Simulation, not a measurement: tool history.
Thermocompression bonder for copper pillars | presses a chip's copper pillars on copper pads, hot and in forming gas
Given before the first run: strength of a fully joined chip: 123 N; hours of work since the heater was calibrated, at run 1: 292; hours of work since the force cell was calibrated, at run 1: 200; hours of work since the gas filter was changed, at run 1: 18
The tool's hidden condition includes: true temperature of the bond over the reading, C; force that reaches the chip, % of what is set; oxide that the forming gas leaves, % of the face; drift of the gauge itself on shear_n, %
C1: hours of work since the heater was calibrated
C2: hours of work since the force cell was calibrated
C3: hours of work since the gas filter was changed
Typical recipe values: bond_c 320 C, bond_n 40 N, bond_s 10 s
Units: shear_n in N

Run 1, hour 0.0: usual settings; C1 292; C2 200; C3 18. Result: shear_n 87.0 N.
Run 2, hour 95.0: usual settings; C1 331; C2 239; C3 57. Result: shear_n 87.7 N.
Run 3, hour 182.3: usual settings; C1 367; C2 275; C3 93. Result: shear_n 87.1 N.
Run 4, hour 242.9: usual settings; C1 391; C2 299; C3 117. Result: shear_n 87.3 N.
Run 5, hour 298.5: usual settings; C1 414; C2 322; C3 140. Result: shear_n 87.6 N.
Run 6, hour 384.9: usual settings; C1 449; C2 357; C3 175. Result: shear_n 86.6 N.
Run 7, hour 468.4: usual settings; C1 483; C2 391; C3 209. Result: shear_n 86.6 N.
Run 8, hour 550.5: usual settings; C1 517; C2 425; C3 243. Result: shear_n 86.8 N.
Run 9, hour 612.3: usual settings; C1 542; C2 450; C3 268. Result: shear_n 86.9 N.
Run 10, hour 665.3: usual settings; C1 564; C2 472; C3 289. Result: shear_n 87.4 N.
Run 11, hour 736.3: usual settings; C1 593; C2 501; C3 318. Result: shear_n 86.7 N.
Run 12, hour 784.7: usual settings but bond_c 290 C; C1 612; C2 520; C3 338. Result: shear_n 66.8 N.
Run 13, hour 837.7: usual settings but bond_c 290 C; C1 634; C2 542; C3 360. Result: shear_n 66.4 N.
Run 14, hour 908.5: usual settings; C1 663; C2 571; C3 389. Result: shear_n 86.8 N.
Run 15, hour 967.6: usual settings; C1 687; C2 595; C3 413. Result: shear_n 86.1 N.
Run 16, hour 1028.5: usual settings; C1 712; C2 620; C3 437. Result: shear_n 85.9 N.
At hour 1051.8: heater calibrated with a thermocouple chip.
Run 17, hour 1078.4: usual settings; C1 11; C2 639; C3 457. Result: shear_n 85.6 N.
Run 18, hour 1122.7: usual settings; C1 29; C2 657; C3 475. Result: shear_n 86.0 N.
At hour 1137.2: forming gas filter changed.
Run 19, hour 1170.8: usual settings but bond_n 35 N, bond_s 7 s; C1 48; C2 677; C3 14. Result: shear_n 72.6 N.
Run 20, hour 1255.0: usual settings but bond_c 302 C, bond_n 35 N, bond_s 13 s; C1 83; C2 711; C3 48. Result: shear_n 74.8 N.
Run 21, hour 1320.7: usual settings but bond_c 325 C; C1 109; C2 738; C3 75. Result: shear_n 89.2 N.
Run 22, hour 1373.4: usual settings but bond_n 25 N; C1 131; C2 759; C3 96. Result: shear_n 64.4 N.
Run 23, hour 1451.9: usual settings but bond_c 299 C, bond_n 59 N, bond_s 7 s; C1 163; C2 791; C3 128. Result: shear_n 81.3 N.
Run 24, hour 1513.7: usual settings but bond_n 51 N; C1 188; C2 816; C3 153. Result: shear_n 95.2 N.
At hour 1527.0: force cell calibrated.
Run 25, hour 1556.6: usual settings but bond_n 47 N, bond_s 5 s; C1 205; C2 12; C3 170. Result: shear_n 77.6 N.
Run 26, hour 1648.7: usual settings but bond_c 329 C, bond_n 32 N, bond_s 11 s; C1 242; C2 50; C3 208. Result: shear_n 82.8 N.
Run 27, hour 1710.2: usual settings but bond_c 329 C, bond_n 32 N, bond_s 11 s; C1 268; C2 75; C3 233. Result: shear_n 83.1 N.
Run 28, hour 1795.0: usual settings but bond_c 329 C, bond_n 32 N, bond_s 11 s; C1 302; C2 109; C3 267. Result: shear_n 82.3 N.
Run 29, hour 1853.5: usual settings but bond_c 307 C, bond_n 41 N, bond_s 16 s; C1 326; C2 133; C3 291. Result: shear_n 88.0 N.
At hour 1889.4: gauge calibrated.
Run 30, hour 1895.0: usual settings but bond_c 307 C, bond_n 41 N, bond_s 16 s; C1 343; C2 150; C3 308. Result: shear_n 90.6 N.
Run 31, hour 1980.3: usual settings but bond_n 26 N; C1 378; C2 185; C3 343. Result: shear_n 68.3 N.
Run 32, hour 2053.3: usual settings but bond_c 300 C, bond_n 47 N, bond_s 9 s; C1 407; C2 214; C3 373. Result: shear_n 78.5 N.
Run 33, hour 2106.5: usual settings but bond_c 293 C, bond_n 47 N, bond_s 9 s; C1 429; C2 236; C3 394. Result: shear_n 74.1 N.

Here are 5 independent what-if runs from the current tool condition. What would each one return?
Run A, hour 2160.8: usual settings but bond_c 323 C, bond_n 49 N, bond_s 30 s; C1 451; C2 258; C3 417. Result: shear_n ?.
Run B, hour 2160.8: usual settings but bond_c 326 C, bond_n 47 N, bond_s 9 s; C1 451; C2 258; C3 417. Result: shear_n ?.
Run C, hour 2160.8: usual settings but bond_c 293 C, bond_n 29 N, bond_s 29 s; C1 451; C2 258; C3 417. Result: shear_n ?.
Run D, hour 2160.8: usual settings but bond_c 335 C, bond_n 42 N, bond_s 12 s; C1 451; C2 258; C3 417. Result: shear_n ?.
Run E, hour 2160.8: usual settings but bond_c 341 C; C1 451; C2 258; C3 417. Result: shear_n ?.

run  shear_n
  A    113.8
  B     95.5
  C     78.5
  D    100.2
  E     98.6
Had the tool no hidden state, the same runs would have come out as:
run  shear_n
  A    114.4
  B     96.0
  C     78.8
  D    100.7
  E     99.1
